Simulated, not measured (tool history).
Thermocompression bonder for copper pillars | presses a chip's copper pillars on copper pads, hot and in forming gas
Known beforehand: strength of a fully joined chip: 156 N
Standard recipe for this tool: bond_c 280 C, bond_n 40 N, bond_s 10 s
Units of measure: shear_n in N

run     day  bond_c  bond_n  bond_s  shear_n
  1       0     280      40      10     80.7
  2   0.521     280      40      10       80
  3   0.958     280      40      10     80.7
  4   1.788     280      40      10     80.2
  5   2.496     280      40      10     80.5
  6   3.542     280      40      10     80.6
  7   4.117     280      40      10     79.8
  8   4.762     280      40      10     80.1
  9   5.688     280      40      10     79.8
 10   6.646     280      40      10     78.9
 11   7.175     280      40      10     78.4
 12   8.083     280      40      10       79
 13   8.721     280      40      10     79.4
 14   9.175     280      40      16     90.3
 15   9.608     280      40      16     90.4
 16   10.55     280      40      16     90.2
 17  11.283     280      40      16     90.2
 18  11.717     280      40      16     90.2
 19  12.279     290      40      10       85
 20  12.708     280      40       6     65.6
 21  13.371     280      40      17     91.8
 22  14.054     261      45      18     86.8
 23  14.517     280      53      10     97.1
     15.375  -- forming gas filter changed
 24  15.454     301      40      10    100.6
 25  15.883     265      33      22       83
 26  16.571     300      56      22    140.1
 27  17.346     281      35      15     87.1
 28   18.15     255      37       9     59.1
 29  19.171     255      53      23    111.4
 30  19.788     262      39      21     90.6
 31  20.504     262      39      21     90.3
 32  21.133     259      32      21     73.1
 33  21.854     280      44      10     91.7
 34  22.912     309      57      10      128
 35  23.929     309      26      10     71.5
 36  24.358     293      47      10    104.2
 37  24.804     293      47      10      104
 38  25.625     304      44      10    106.7
 39  26.438     280      30       7     55.4
 40  27.425     257      25      18     51.7

3 options for the next run, each taken on its own from the tool as it stands now. Forecast them:
  A  28.167     259      40      10        ?
  B  28.167     273      47      21        ?
  C  28.167     291      25      17        ?

run  shear_n
  A     68.7
  B    108.7
  C     70.6
Take away the tool's hidden state, keep each run's random variation, and the runs would have read:
run  shear_n
  A     68.8
  B    111.2
  C     71.4

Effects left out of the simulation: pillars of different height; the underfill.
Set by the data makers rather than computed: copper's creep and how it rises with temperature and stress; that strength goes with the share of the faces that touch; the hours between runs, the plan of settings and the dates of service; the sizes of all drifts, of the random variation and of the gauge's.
